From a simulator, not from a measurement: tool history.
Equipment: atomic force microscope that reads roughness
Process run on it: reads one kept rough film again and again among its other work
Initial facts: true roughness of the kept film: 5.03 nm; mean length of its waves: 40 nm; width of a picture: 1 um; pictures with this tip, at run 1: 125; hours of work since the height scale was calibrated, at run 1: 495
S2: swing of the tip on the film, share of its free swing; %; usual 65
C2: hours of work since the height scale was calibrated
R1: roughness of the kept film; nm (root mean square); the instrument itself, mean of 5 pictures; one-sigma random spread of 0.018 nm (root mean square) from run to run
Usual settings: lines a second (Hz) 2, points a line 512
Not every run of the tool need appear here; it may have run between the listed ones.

run 1 hour=0 | lines_a_second_(Hz)=2 S2=65 points_a_line=512 | pictures_with_this_tip=125 C2=495 | R1=4.091
run 2 hour=47.5 | lines_a_second_(Hz)=2 S2=65 points_a_line=512 | pictures_with_this_tip=178 C2=529 | R1=4.009
run 3 hour=125.9 | lines_a_second_(Hz)=2 S2=65 points_a_line=911 | pictures_with_this_tip=265 C2=586 | R1=3.891
run 4 hour=168.9 | lines_a_second_(Hz)=2 S2=65 points_a_line=911 | pictures_with_this_tip=313 C2=617 | R1=3.794
-- hour=176.2 new tip fitted
run 5 hour=216.6 | lines_a_second_(Hz)=2 S2=65 points_a_line=911 | pictures_with_this_tip=45 C2=651 | R1=4.204
run 6 hour=253.7 | lines_a_second_(Hz)=2 S2=65 points_a_line=512 | pictures_with_this_tip=87 C2=678 | R1=4.117
run 7 hour=317.7 | lines_a_second_(Hz)=2 S2=65 points_a_line=512 | pictures_with_this_tip=158 C2=724 | R1=4.048
run 8 hour=366.8 | lines_a_second_(Hz)=2 S2=65 points_a_line=512 | pictures_with_this_tip=212 C2=760 | R1=3.986
run 9 hour=402.5 | lines_a_second_(Hz)=0.97 S2=65 points_a_line=512 | pictures_with_this_tip=252 C2=786 | R1=4.107
run 10 hour=452.7 | lines_a_second_(Hz)=0.97 S2=65 points_a_line=512 | pictures_with_this_tip=308 C2=822 | R1=4.036
-- hour=467.5 new tip fitted
run 11 hour=511.4 | lines_a_second_(Hz)=0.6 S2=65 points_a_line=512 | pictures_with_this_tip=48 C2=864 | R1=4.481
run 12 hour=589.1 | lines_a_second_(Hz)=0.6 S2=65 points_a_line=512 | pictures_with_this_tip=135 C2=920 | R1=4.326
run 13 hour=646.2 | lines_a_second_(Hz)=0.6 S2=65 points_a_line=512 | pictures_with_this_tip=198 C2=961 | R1=4.269
run 14 hour=696 | lines_a_second_(Hz)=0.6 S2=65 points_a_line=512 | pictures_with_this_tip=254 C2=997 | R1=4.115
-- hour=756.6 new tip fitted
run 15 hour=765.6 | lines_a_second_(Hz)=0.6 S2=65 points_a_line=512 | pictures_with_this_tip=10 C2=1047 | R1=4.587
run 16 hour=844.7 | lines_a_second_(Hz)=0.6 S2=65 points_a_line=276 | pictures_with_this_tip=98 C2=1104 | R1=4.354
run 17 hour=905.2 | lines_a_second_(Hz)=2 S2=65 points_a_line=512 | pictures_with_this_tip=165 C2=1148 | R1=4.037
run 18 hour=938.8 | lines_a_second_(Hz)=2 S2=65 points_a_line=512 | pictures_with_this_tip=202 C2=1172 | R1=3.962
run 19 hour=1011.3 | lines_a_second_(Hz)=2 S2=65 points_a_line=512 | pictures_with_this_tip=283 C2=1225 | R1=3.849
-- hour=1016.2 height scale calibrated on a step standard
-- hour=1048.6 new tip fitted
run 20 hour=1059.9 | lines_a_second_(Hz)=2 S2=65 points_a_line=512 | pictures_with_this_tip=12 C2=31 | R1=4.296
run 21 hour=1092.8 | lines_a_second_(Hz)=2 S2=65 points_a_line=512 | pictures_with_this_tip=49 C2=55 | R1=4.257
run 22 hour=1148.7 | lines_a_second_(Hz)=2 S2=65 points_a_line=512 | pictures_with_this_tip=111 C2=95 | R1=4.162
run 23 hour=1214.4 | lines_a_second_(Hz)=2 S2=65 points_a_line=501 | pictures_with_this_tip=184 C2=143 | R1=4.052
run 24 hour=1294.6 | lines_a_second_(Hz)=2 S2=65 points_a_line=501 | pictures_with_this_tip=273 C2=201 | R1=3.931
-- hour=1327.7 height scale calibrated on a step standard, once more
-- hour=1340.8 new tip fitted
run 25 hour=1346.2 | lines_a_second_(Hz)=2 S2=65 points_a_line=501 | pictures_with_this_tip=6 C2=13 | R1=4.246
run 26 hour=1426.9 | lines_a_second_(Hz)=2 S2=65 points_a_line=501 | pictures_with_this_tip=96 C2=71 | R1=4.133
run 27 hour=1484.5 | lines_a_second_(Hz)=2.28 S2=86 points_a_line=672 | pictures_with_this_tip=160 C2=113 | R1=3.276
run 28 hour=1521.6 | lines_a_second_(Hz)=1.45 S2=62 points_a_line=533 | pictures_with_this_tip=201 C2=140 | R1=4.121
run 29 hour=1594.6 | lines_a_second_(Hz)=1.08 S2=62 points_a_line=972 | pictures_with_this_tip=282 C2=192 | R1=4.06
-- hour=1632 new tip fitted
run 30 hour=1666.7 | lines_a_second_(Hz)=2 S2=63 points_a_line=512 | pictures_with_this_tip=39 C2=244 | R1=4.208
run 31 hour=1721.9 | lines_a_second_(Hz)=2 S2=69 points_a_line=512 | pictures_with_this_tip=100 C2=284 | R1=4.023
run 32 hour=1790.6 | lines_a_second_(Hz)=0.57 S2=65 points_a_line=708 | pictures_with_this_tip=176 C2=334 | R1=4.226
run 33 hour=1865.8 | lines_a_second_(Hz)=2 S2=70 points_a_line=271 | pictures_with_this_tip=260 C2=388 | R1=3.744
run 34 hour=1907.3 | lines_a_second_(Hz)=2.5 S2=56 points_a_line=512 | pictures_with_this_tip=306 C2=418 | R1=3.926
-- hour=1921.7 new tip fitted
run 35 hour=1960.3 | lines_a_second_(Hz)=3.26 S2=65 points_a_line=497 | pictures_with_this_tip=43 C2=456 | R1=4.018
run 36 hour=1999.2 | lines_a_second_(Hz)=3.26 S2=65 points_a_line=497 | pictures_with_this_tip=86 C2=484 | R1=3.926
run 37 hour=2045.8 | lines_a_second_(Hz)=2.7 S2=65 points_a_line=781 | pictures_with_this_tip=138 C2=518 | R1=3.96
run 38 hour=2104.3 | lines_a_second_(Hz)=2.7 S2=65 points_a_line=781 | pictures_with_this_tip=203 C2=560 | R1=3.866
run 39 hour=2181.3 | lines_a_second_(Hz)=1.21 S2=78 points_a_line=512 | pictures_with_this_tip=288 C2=616 | R1=3.765
-- hour=2211.2 new tip fitted
run 40 hour=2244 | lines_a_second_(Hz)=2.77 S2=74 points_a_line=818 | pictures_with_this_tip=36 C2=661 | R1=3.802
run 41 hour=2318.5 | lines_a_second_(Hz)=2.77 S2=85 points_a_line=640 | pictures_with_this_tip=119 C2=714 | R1=3.287
run 42 hour=2351.8 | lines_a_second_(Hz)=2.77 S2=85 points_a_line=640 | pictures_with_this_tip=156 C2=739 | R1=3.212
run 43 hour=2430.7 | lines_a_second_(Hz)=1.36 S2=75 points_a_line=372 | pictures_with_this_tip=244 C2=796 | R1=3.822
run 44 hour=2468.6 | lines_a_second_(Hz)=2.21 S2=65 points_a_line=441 | pictures_with_this_tip=286 C2=823 | R1=3.818
-- hour=2498.2 new tip fitted
run 45 hour=2547.6 | lines_a_second_(Hz)=2 S2=67 points_a_line=267 | pictures_with_this_tip=54 C2=880 | R1=4.115
run 46 hour=2612.7 | lines_a_second_(Hz)=2.14 S2=63 points_a_line=261 | pictures_with_this_tip=127 C2=927 | R1=4.075
run 47 hour=2666.6 | lines_a_second_(Hz)=1.96 S2=87 points_a_line=265 | pictures_with_this_tip=187 C2=966 | R1=3.332
run 48 hour=2733.1 | lines_a_second_(Hz)=2 S2=79 points_a_line=512 | pictures_with_this_tip=261 C2=1014 | R1=3.51
-- hour=2788.3 new tip fitted
run 49 hour=2807.2 | lines_a_second_(Hz)=1.52 S2=79 points_a_line=496 | pictures_with_this_tip=21 C2=1067 | R1=4.028
run 50 hour=2858.1 | lines_a_second_(Hz)=1.52 S2=79 points_a_line=496 | pictures_with_this_tip=77 C2=1104 | R1=3.968
run 51 hour=2920.6 | lines_a_second_(Hz)=1.19 S2=65 points_a_line=512 | pictures_with_this_tip=147 C2=1149 | R1=4.247

Table of differences, measured result less the result of that run with no hidden state. Run-to-run variation is the same in both. Gauge scatter possibly is not:
Hidden conditions of the tool in this case: radius of the tip, nm; height scale over the true one, %; drift of the gauge itself on roughness_nm, %.
run=1 R1=-0.206
run=2 R1=-0.298
run=3 R1=-0.435
run=4 R1=-0.505
run=5 R1=-0.076
run=6 R1=-0.148
run=7 R1=-0.265
run=8 R1=-0.342
run=9 R1=-0.428
run=10 R1=-0.516
run=11 R1=-0.104
run=12 R1=-0.259
run=13 R1=-0.358
run=14 R1=-0.436
run=15 R1=-0.005
run=16 R1=-0.177
run=17 R1=-0.278
run=18 R1=-0.34
run=19 R1=-0.461
run=20 R1=+0.012
run=21 R1=-0.048
run=22 R1=-0.161
run=23 R1=-0.268
run=24 R1=-0.395
run=25 R1=-0.032
run=26 R1=-0.182
run=27 R1=-0.229
run=28 R1=-0.364
run=29 R1=-0.487
run=30 R1=-0.091
run=31 R1=-0.189
run=32 R1=-0.335
run=33 R1=-0.435
run=34 R1=-0.531
run=35 R1=-0.075
run=36 R1=-0.147
run=37 R1=-0.234
run=38 R1=-0.328
run=39 R1=-0.461
run=40 R1=-0.064
run=41 R1=-0.164
run=42 R1=-0.205
run=43 R1=-0.383
run=44 R1=-0.449
run=45 R1=-0.092
run=46 R1=-0.217
run=47 R1=-0.262
run=48 R1=-0.398
run=49 R1=-0.029
run=50 R1=-0.12
run=51 R1=-0.248
